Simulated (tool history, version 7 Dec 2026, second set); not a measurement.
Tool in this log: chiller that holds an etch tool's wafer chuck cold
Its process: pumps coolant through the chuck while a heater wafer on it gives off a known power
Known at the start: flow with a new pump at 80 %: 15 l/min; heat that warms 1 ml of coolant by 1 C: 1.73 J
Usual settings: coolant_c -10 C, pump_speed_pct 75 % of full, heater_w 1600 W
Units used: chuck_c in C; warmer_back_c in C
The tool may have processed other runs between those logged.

run     day  coolant_c  pump_speed_pct  heater_w  chuck_c  warmer_back_c
  1       0        -10              75      1600      2.7           3.94
  2   0.971        -10              75      1600      2.8           3.91
  3   1.642        -10              75      1600      2.7           3.87
  4   2.792        -10              75      1600        3           3.98
  5   4.112        -17              75      1600       -4           3.97
  6   5.467        -17              75      1600     -4.2           3.97
  7   6.125        -17              75      1600     -4.1           3.99
  8   7.567        -19              75      1600       -6           3.93
  9   8.396          0              93      2324       16           4.67
 10   9.171        -15              61      1586     -0.2           4.83
 11  10.288        -13              75      2080      3.8           5.18
 12  11.167        -13              63      1524        1           4.54
 13  12.488         -8              83      1230      1.3           2.73
 14  13.329         -8              83      1230      1.3           2.76

Selected run-to-run steps in chuck_c, each split into two signed amounts: the part the tool would show with no hidden state at all (from settings, incoming material and random variation), and the remainder, which goes to the hidden state together with any gauge scatter not common to the measured and the hidden-state-free results:
Hidden state present: heat passed by the chuck's channels, % of clean ones'; flow at a given pump speed, % of a new pump's; coolant's true temperature over the reading, C; drift of the gauge itself on chuck_c, C; drift of the gauge itself on warmer_back_c, C.
Run 8 -> 9: coolant_c -19 -> 0, pump_speed_pct 75 -> 93, heater_w 1600 -> 2324. chuck_c +22 C: hidden state +0.2, all else +21.8.
